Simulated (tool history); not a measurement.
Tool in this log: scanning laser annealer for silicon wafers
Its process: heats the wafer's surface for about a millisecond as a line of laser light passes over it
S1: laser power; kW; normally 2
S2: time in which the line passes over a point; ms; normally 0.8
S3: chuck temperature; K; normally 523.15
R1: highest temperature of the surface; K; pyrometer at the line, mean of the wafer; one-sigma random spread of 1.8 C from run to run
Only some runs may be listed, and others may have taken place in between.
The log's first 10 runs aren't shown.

run 11 day=22.304 | S1=1.777 S2=0.8 S3=539.15 | R1=1150.15
run 12 day=24.017 | S1=1.777 S2=0.8 S3=539.15 | R1=1143.15
run 13 day=25.696 | S1=1.777 S2=0.8 S3=539.15 | R1=1142.15
-- day=25.938 window over the wafer cleaned, once more
run 14 day=28.667 | S1=2 S2=0.8 S3=523.15 | R1=1316.15
run 15 day=31.529 | S1=2 S2=0.8 S3=523.15 | R1=1313.15
run 16 day=34.312 | S1=2 S2=0.8 S3=523.15 | R1=1305.15
run 17 day=36.233 | S1=2 S2=0.631 S3=523.15 | R1=1218.15
run 18 day=38.417 | S1=2 S2=0.631 S3=523.15 | R1=1215.15
run 19 day=40.658 | S1=1.938 S2=0.631 S3=539.15 | R1=1194.15
run 20 day=42.971 | S1=1.938 S2=0.587 S3=553.15 | R1=1184.15
run 21 day=45.088 | S1=1.938 S2=0.587 S3=535.15 | R1=1163.15
run 22 day=47.367 | S1=1.938 S2=0.587 S3=535.15 | R1=1156.15
run 23 day=48.6 | S1=2.065 S2=0.721 S3=519.15 | R1=1261.15
-- day=49.975 window over the wafer cleaned
run 24 day=50.221 | S1=2 S2=0.805 S3=517.15 | R1=1320.15
run 25 day=52.746 | S1=2 S2=0.805 S3=517.15 | R1=1319.15
run 26 day=55.096 | S1=1.891 S2=0.8 S3=523.15 | R1=1259.15
run 27 day=56.612 | S1=1.891 S2=0.8 S3=523.15 | R1=1253.15
run 28 day=58.325 | S1=2 S2=0.592 S3=523.15 | R1=1197.15
run 29 day=60.838 | S1=2 S2=0.592 S3=523.15 | R1=1194.15
run 30 day=63.383 | S1=1.849 S2=0.93 S3=518.15 | R1=1262.15
run 31 day=66.075 | S1=1.849 S2=0.93 S3=518.15 | R1=1259.15
run 32 day=68.779 | S1=1.849 S2=0.567 S3=511.15 | R1=1091.15
run 33 day=70.683 | S1=1.849 S2=0.567 S3=511.15 | R1=1088.15
run 34 day=71.979 | S1=2 S2=0.734 S3=523.15 | R1=1240.15

4 options for the next run, each taken on its own from the tool as it stands now. Forecast them:
run A day=73.833 | S1=2 S2=1 S3=521.15 | R1=?
run B day=73.833 | S1=2.038 S2=0.734 S3=523.15 | R1=?
run C day=73.833 | S1=2 S2=0.645 S3=523.15 | R1=?
run D day=73.833 | S1=2.033 S2=0.796 S3=505.15 | R1=?

run=A R1=1350.15
run=B R1=1256.15
run=C R1=1190.15
run=D R1=1265.15
What these runs would have given with no unlogged condition in the tool:
run=A R1=1415.15
run=B R1=1313.15
run=C R1=1243.15
run=D R1=1325.15
